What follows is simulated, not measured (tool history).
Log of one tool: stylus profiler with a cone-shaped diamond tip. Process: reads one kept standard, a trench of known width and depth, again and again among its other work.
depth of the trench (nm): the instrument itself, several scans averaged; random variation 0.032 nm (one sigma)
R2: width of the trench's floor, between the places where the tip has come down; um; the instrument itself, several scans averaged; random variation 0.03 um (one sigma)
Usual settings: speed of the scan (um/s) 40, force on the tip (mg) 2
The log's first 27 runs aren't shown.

run 28 hour=1488 | speed_of_the_scan_(um/s)=15 force_on_the_tip_(mg)=4.44 | depth_of_the_trench_(nm)=205.03 R2=17.3
run 29 hour=1557.9 | speed_of_the_scan_(um/s)=15 force_on_the_tip_(mg)=4.44 | depth_of_the_trench_(nm)=205.1 R2=17.19
run 30 hour=1596.1 | speed_of_the_scan_(um/s)=15 force_on_the_tip_(mg)=4.44 | depth_of_the_trench_(nm)=205.13 R2=17.23
run 31 hour=1641.5 | speed_of_the_scan_(um/s)=15 force_on_the_tip_(mg)=4.44 | depth_of_the_trench_(nm)=205.09 R2=17.22
run 32 hour=1698.3 | speed_of_the_scan_(um/s)=15 force_on_the_tip_(mg)=4.44 | depth_of_the_trench_(nm)=205.16 R2=17.17
run 33 hour=1752.1 | speed_of_the_scan_(um/s)=15 force_on_the_tip_(mg)=4.44 | depth_of_the_trench_(nm)=205.08 R2=17.17
-- hour=1788 new tip fitted, height scale calibrated
run 34 hour=1820.5 | speed_of_the_scan_(um/s)=23 force_on_the_tip_(mg)=2.1 | depth_of_the_trench_(nm)=203.12 R2=17.9
run 35 hour=1860.5 | speed_of_the_scan_(um/s)=14 force_on_the_tip_(mg)=2.21 | depth_of_the_trench_(nm)=203.11 R2=17.91
run 36 hour=1913.5 | speed_of_the_scan_(um/s)=35 force_on_the_tip_(mg)=5.25 | depth_of_the_trench_(nm)=205.61 R2=17.85
run 37 hour=1977.2 | speed_of_the_scan_(um/s)=35 force_on_the_tip_(mg)=5.25 | depth_of_the_trench_(nm)=205.64 R2=17.82

Forecast each of these 3 alternatives for the next run:
run A hour=2016.3 | speed_of_the_scan_(um/s)=16 force_on_the_tip_(mg)=2.76 | depth_of_the_trench_(nm)=? R2=?
run B hour=2016.3 | speed_of_the_scan_(um/s)=11 force_on_the_tip_(mg)=2.3 | depth_of_the_trench_(nm)=? R2=?
run C hour=2016.3 | speed_of_the_scan_(um/s)=24 force_on_the_tip_(mg)=2.15 | depth_of_the_trench_(nm)=? R2=?

run=A depth_of_the_trench_(nm)=203.63 R2=17.84
run=B depth_of_the_trench_(nm)=203.26 R2=17.87
run=C depth_of_the_trench_(nm)=203.16 R2=17.8
Without the tool's hidden state the same runs would have given:
run=A depth_of_the_trench_(nm)=203.54 R2=17.96
run=B depth_of_the_trench_(nm)=203.16 R2=17.98
run=C depth_of_the_trench_(nm)=203.07 R2=17.91
